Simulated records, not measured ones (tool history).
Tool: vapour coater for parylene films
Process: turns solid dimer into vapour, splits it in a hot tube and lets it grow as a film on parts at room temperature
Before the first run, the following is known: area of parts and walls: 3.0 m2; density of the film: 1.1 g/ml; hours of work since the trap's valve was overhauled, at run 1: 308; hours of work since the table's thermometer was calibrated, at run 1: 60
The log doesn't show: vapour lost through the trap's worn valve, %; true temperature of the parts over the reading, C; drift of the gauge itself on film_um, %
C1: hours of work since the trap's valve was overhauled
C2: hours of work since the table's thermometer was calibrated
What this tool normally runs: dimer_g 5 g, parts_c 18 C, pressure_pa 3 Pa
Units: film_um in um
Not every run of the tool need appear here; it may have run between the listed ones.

{"run": 1, "day": 0.0, "dimer_g": 5, "parts_c": 18, "pressure_pa": 3, "C1": 308, "C2": 60, "film_um": 0.793}
{"run": 2, "day": 1.096, "dimer_g": 5, "parts_c": 18, "pressure_pa": 3, "C1": 326, "C2": 78, "film_um": 0.783}
{"run": 3, "day": 2.183, "dimer_g": 5, "parts_c": 18, "pressure_pa": 3, "C1": 344, "C2": 96, "film_um": 0.783}
{"day": 3.471, "done": "trap's valve overhauled"}
{"run": 4, "day": 3.879, "dimer_g": 5, "parts_c": 18, "pressure_pa": 3, "C1": 7, "C2": 122, "film_um": 0.828}
{"run": 5, "day": 5.046, "dimer_g": 5, "parts_c": 18, "pressure_pa": 3, "C1": 26, "C2": 142, "film_um": 0.83}
{"run": 6, "day": 6.379, "dimer_g": 5, "parts_c": 18, "pressure_pa": 3, "C1": 49, "C2": 164, "film_um": 0.825}
{"run": 7, "day": 7.517, "dimer_g": 5, "parts_c": 18, "pressure_pa": 3, "C1": 68, "C2": 183, "film_um": 0.823}
{"run": 8, "day": 8.621, "dimer_g": 5, "parts_c": 18, "pressure_pa": 3, "C1": 87, "C2": 202, "film_um": 0.819}
{"run": 9, "day": 9.604, "dimer_g": 5, "parts_c": 18, "pressure_pa": 3, "C1": 103, "C2": 218, "film_um": 0.816}
{"run": 10, "day": 10.983, "dimer_g": 5, "parts_c": 18, "pressure_pa": 3, "C1": 126, "C2": 241, "film_um": 0.817}
{"run": 11, "day": 12.421, "dimer_g": 5, "parts_c": 18, "pressure_pa": 3, "C1": 150, "C2": 266, "film_um": 0.813}
{"run": 12, "day": 13.225, "dimer_g": 5, "parts_c": 18, "pressure_pa": 3, "C1": 164, "C2": 279, "film_um": 0.812}
{"run": 13, "day": 13.933, "dimer_g": 5, "parts_c": 18, "pressure_pa": 3, "C1": 176, "C2": 291, "film_um": 0.809}
{"run": 14, "day": 14.875, "dimer_g": 5, "parts_c": 18, "pressure_pa": 3, "C1": 192, "C2": 307, "film_um": 0.806}
{"run": 15, "day": 15.833, "dimer_g": 5, "parts_c": 18, "pressure_pa": 4.46, "C1": 208, "C2": 323, "film_um": 0.77}
{"run": 16, "day": 16.579, "dimer_g": 5, "parts_c": 18, "pressure_pa": 4.26, "C1": 220, "C2": 335, "film_um": 0.769}
{"run": 17, "day": 17.888, "dimer_g": 5, "parts_c": 18, "pressure_pa": 4.26, "C1": 242, "C2": 357, "film_um": 0.77}
{"run": 18, "day": 19.279, "dimer_g": 5, "parts_c": 26, "pressure_pa": 4.26, "C1": 266, "C2": 381, "film_um": 0.59}
{"run": 19, "day": 20.375, "dimer_g": 3, "parts_c": 21, "pressure_pa": 8.57, "C1": 284, "C2": 399, "film_um": 0.382}
{"run": 20, "day": 21.158, "dimer_g": 3, "parts_c": 21, "pressure_pa": 8.57, "C1": 297, "C2": 412, "film_um": 0.377}
{"run": 21, "day": 22.446, "dimer_g": 9, "parts_c": 18, "pressure_pa": 3.47, "C1": 319, "C2": 434, "film_um": 1.405}
{"run": 22, "day": 23.946, "dimer_g": 5, "parts_c": 18, "pressure_pa": 3, "C1": 344, "C2": 459, "film_um": 0.789}
{"run": 23, "day": 24.8, "dimer_g": 4, "parts_c": 16, "pressure_pa": 3.46, "C1": 358, "C2": 474, "film_um": 0.661}
{"day": 25.233, "done": "trap's valve overhauled"}
{"run": 24, "day": 26.2, "dimer_g": 4, "parts_c": 16, "pressure_pa": 3.67, "C1": 16, "C2": 494, "film_um": 0.694}
{"run": 25, "day": 27.308, "dimer_g": 6, "parts_c": 22, "pressure_pa": 10.45, "C1": 35, "C2": 513, "film_um": 0.746}
{"run": 26, "day": 28.396, "dimer_g": 6, "parts_c": 28, "pressure_pa": 9.73, "C1": 53, "C2": 531, "film_um": 0.617}
{"run": 27, "day": 29.617, "dimer_g": 6, "parts_c": 29, "pressure_pa": 9.73, "C1": 74, "C2": 552, "film_um": 0.59}
{"run": 28, "day": 30.771, "dimer_g": 6, "parts_c": 29, "pressure_pa": 9.73, "C1": 93, "C2": 571, "film_um": 0.592}
{"run": 29, "day": 31.933, "dimer_g": 5, "parts_c": 18, "pressure_pa": 2.13, "C1": 113, "C2": 591, "film_um": 0.852}
{"run": 30, "day": 33.221, "dimer_g": 7, "parts_c": 11, "pressure_pa": 3.66, "C1": 134, "C2": 612, "film_um": 1.413}
{"run": 31, "day": 34.121, "dimer_g": 2, "parts_c": 11, "pressure_pa": 8.76, "C1": 149, "C2": 627, "film_um": 0.361}
{"run": 32, "day": 35.304, "dimer_g": 2, "parts_c": 11, "pressure_pa": 8.76, "C1": 169, "C2": 647, "film_um": 0.358}
{"run": 33, "day": 36.217, "dimer_g": 2, "parts_c": 16, "pressure_pa": 8.76, "C1": 185, "C2": 663, "film_um": 0.304}
{"run": 34, "day": 37.4, "dimer_g": 3, "parts_c": 18, "pressure_pa": 3, "C1": 204, "C2": 682, "film_um": 0.482}

Some steps in film_um, run to run, broken into two amounts with sign: the step expected even without the hidden condition (settings, incoming material, random variation), and the rest, left for the hidden condition together with whatever gauge scatter is not in both the measured and the hidden-condition-free result:
Run 3 -> 4: trap's valve overhauled. film_um +0.045 um: hidden state +0.046, all else -0.001.
Run 20 -> 21: dimer_g 3 -> 9, parts_c 21 -> 18, pressure_pa 8.57 -> 3.47. film_um +1.028 um: hidden state -0.04, all else +1.068.
Run 21 -> 22: dimer_g 9 -> 5, pressure_pa 3.47 -> 3. film_um -0.616 um: hidden state +0.02, all else -0.636.
Run 23 -> 24: pressure_pa 3.46 -> 3.67, trap's valve overhauled. film_um +0.033 um: hidden state +0.035, all else -0.002.
Run 30 -> 31: dimer_g 7 -> 2, pressure_pa 3.66 -> 8.76. film_um -1.052 um: hidden state +0.007, all else -1.059.

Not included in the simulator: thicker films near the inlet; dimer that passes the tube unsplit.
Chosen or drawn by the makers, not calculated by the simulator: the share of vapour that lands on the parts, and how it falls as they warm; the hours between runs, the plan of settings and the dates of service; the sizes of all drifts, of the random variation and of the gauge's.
